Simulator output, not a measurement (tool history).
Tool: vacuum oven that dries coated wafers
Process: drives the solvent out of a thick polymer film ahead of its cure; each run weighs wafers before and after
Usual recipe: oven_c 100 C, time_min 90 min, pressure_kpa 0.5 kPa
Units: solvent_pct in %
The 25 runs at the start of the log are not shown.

run,hour,oven_c,time_min,pressure_kpa,hours of work since the thermocouples were calibrated,hours of work since the vacuum gauge was cleaned of residue,solvent_pct
26,838.8,92,90,0.5,26,146,2.36
# hour 850.2: vacuum gauge cleaned of residue and calibrated, once more
27,886.4,99,90,0.721,54,22,1.16
28,908.7,99,90,0.721,67,35,1.17
29,943.9,87,57,1.949,88,56,5.85
30,970.6,99,68,0.5,104,72,1.78
31,996,100,90,1.104,119,87,1.25
32,1034.7,100,124,0.5,142,110,0.51
33,1055.8,100,90,1.481,155,123,1.48
34,1083.7,101,52,0.5,172,139,2.43
35,1120,100,103,0.544,193,161,0.75
36,1160.5,104,119,0.662,217,185,0.5
37,1189.3,114,90,0.5,235,202,0.25
38,1211.1,100,82,1.19,248,215,1.58
39,1246,104,138,0.5,268,236,0.36
40,1279,86,90,0.917,288,256,3.7
41,1304.8,97,160,0.393,303,271,0.51
42,1332.7,91,57,0.372,320,288,4.04
43,1370.4,91,57,0.372,343,310,4.13
44,1407.5,91,57,0.372,365,333,4.12

Each row is a separate what-if for the run after 44, all from the same tool condition, not one after another. Results?
A,1430.3,91,105,0.512,378,346,?
B,1430.3,115,81,0.742,378,346,?
C,1430.3,91,57,0.898,378,346,?
D,1430.3,91,65,1.278,378,346,?

run,solvent_pct
A,1.89
B,0.36
C,4.4
D,4.16
Take away the tool's hidden state, keep each run's random variation, and the runs would have read:
run,solvent_pct
A,1.67
B,0.31
C,4.14
D,3.88
